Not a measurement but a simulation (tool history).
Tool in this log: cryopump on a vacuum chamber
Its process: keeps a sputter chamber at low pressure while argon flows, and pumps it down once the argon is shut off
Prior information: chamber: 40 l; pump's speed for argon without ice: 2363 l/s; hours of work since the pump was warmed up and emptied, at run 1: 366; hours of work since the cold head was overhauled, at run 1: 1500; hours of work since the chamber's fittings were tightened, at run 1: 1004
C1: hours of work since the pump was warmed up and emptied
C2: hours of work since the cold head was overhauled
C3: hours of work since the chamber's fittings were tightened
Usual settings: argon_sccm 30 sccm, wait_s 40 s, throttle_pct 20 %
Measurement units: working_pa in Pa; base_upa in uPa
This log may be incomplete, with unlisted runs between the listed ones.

run 1 hour=0 | argon_sccm=30 wait_s=40 throttle_pct=20 | C1=366 C2=1500 C3=1004 | working_pa=0.1115 base_upa=1.04
run 2 hour=62.7 | argon_sccm=30 wait_s=40 throttle_pct=18 | C1=399 C2=1532 C3=1037 | working_pa=0.1217 base_upa=1.06
-- hour=148.1 leaking fittings of the chamber tightened, without venting
run 3 hour=148.1 | argon_sccm=30 wait_s=40 throttle_pct=20 | C1=442 C2=1575 C3=0 | working_pa=0.1121 base_upa=0.75
run 4 hour=203.4 | argon_sccm=44 wait_s=40 throttle_pct=20 | C1=471 C2=1604 C3=29 | working_pa=0.1627 base_upa=0.77
run 5 hour=251.2 | argon_sccm=44 wait_s=40 throttle_pct=20 | C1=496 C2=1629 C3=54 | working_pa=0.1645 base_upa=0.77
run 6 hour=323.4 | argon_sccm=44 wait_s=40 throttle_pct=20 | C1=534 C2=1667 C3=91 | working_pa=0.164 base_upa=0.83
run 7 hour=361.3 | argon_sccm=44 wait_s=40 throttle_pct=20 | C1=553 C2=1686 C3=111 | working_pa=0.1642 base_upa=0.76
run 8 hour=441.2 | argon_sccm=44 wait_s=40 throttle_pct=20 | C1=595 C2=1728 C3=152 | working_pa=0.1659 base_upa=0.78
run 9 hour=507 | argon_sccm=44 wait_s=40 throttle_pct=20 | C1=629 C2=1762 C3=187 | working_pa=0.1649 base_upa=0.85
run 10 hour=551.4 | argon_sccm=30 wait_s=40 throttle_pct=20 | C1=652 C2=1785 C3=210 | working_pa=0.1137 base_upa=0.83
run 11 hour=617 | argon_sccm=30 wait_s=40 throttle_pct=20 | C1=686 C2=1819 C3=244 | working_pa=0.1126 base_upa=0.83
run 12 hour=696.3 | argon_sccm=37 wait_s=40 throttle_pct=48 | C1=727 C2=1860 C3=285 | working_pa=0.0636 base_upa=0.89
run 13 hour=776.9 | argon_sccm=35 wait_s=20 throttle_pct=26 | C1=769 C2=1902 C3=327 | working_pa=0.1053 base_upa=1.52
run 14 hour=853 | argon_sccm=32 wait_s=20 throttle_pct=22 | C1=809 C2=1942 C3=366 | working_pa=0.1116 base_upa=1.47
run 15 hour=911.4 | argon_sccm=35 wait_s=37 throttle_pct=32 | C1=839 C2=1972 C3=397 | working_pa=0.0875 base_upa=0.92
run 16 hour=993.7 | argon_sccm=35 wait_s=37 throttle_pct=32 | C1=882 C2=2015 C3=440 | working_pa=0.0894 base_upa=1
run 17 hour=1055.9 | argon_sccm=14 wait_s=243 throttle_pct=52 | C1=914 C2=2047 C3=472 | working_pa=0.0229 base_upa=0.46
run 18 hour=1136.6 | argon_sccm=44 wait_s=32 throttle_pct=25 | C1=956 C2=2089 C3=514 | working_pa=0.1392 base_upa=1.15
run 19 hour=1184.2 | argon_sccm=44 wait_s=32 throttle_pct=25 | C1=981 C2=2114 C3=539 | working_pa=0.1406 base_upa=1.14
run 20 hour=1223.1 | argon_sccm=23 wait_s=40 throttle_pct=18 | C1=1001 C2=2134 C3=559 | working_pa=0.1004 base_upa=1.05
run 21 hour=1282.8 | argon_sccm=21 wait_s=40 throttle_pct=20 | C1=1032 C2=2165 C3=590 | working_pa=0.0817 base_upa=1.04
run 22 hour=1335 | argon_sccm=21 wait_s=40 throttle_pct=20 | C1=1059 C2=2192 C3=617 | working_pa=0.0827 base_upa=0.99

What would each run have given without the hidden state, its run-to-run variation left as it was?
What the log doesn't record here: pump's speed, % of a pump's without ice; cold plate's temperature, K; leak into the chamber, uPa l/s; drift of the gauge itself on working_pa, %; drift of the gauge itself on base_upa, %.
run=1 working_pa=0.1081 base_upa=0.73
run=2 working_pa=0.1181 base_upa=0.73
run=3 working_pa=0.1081 base_upa=0.72
run=4 working_pa=0.1565 base_upa=0.73
run=5 working_pa=0.158 base_upa=0.72
run=6 working_pa=0.1571 base_upa=0.77
run=7 working_pa=0.157 base_upa=0.7
run=8 working_pa=0.1581 base_upa=0.7
run=9 working_pa=0.1565 base_upa=0.76
run=10 working_pa=0.1077 base_upa=0.73
run=11 working_pa=0.1063 base_upa=0.72
run=12 working_pa=0.0552 base_upa=0.77
run=13 working_pa=0.0969 base_upa=1.37
run=14 working_pa=0.1034 base_upa=1.31
run=15 working_pa=0.0782 base_upa=0.75
run=16 working_pa=0.0793 base_upa=0.8
run=17 working_pa=0.0187 base_upa=0.25
run=18 working_pa=0.1253 base_upa=0.91
run=19 working_pa=0.1261 base_upa=0.89
run=20 working_pa=0.0925 base_upa=0.78
run=21 working_pa=0.0743 base_upa=0.77
run=22 working_pa=0.075 base_upa=0.71
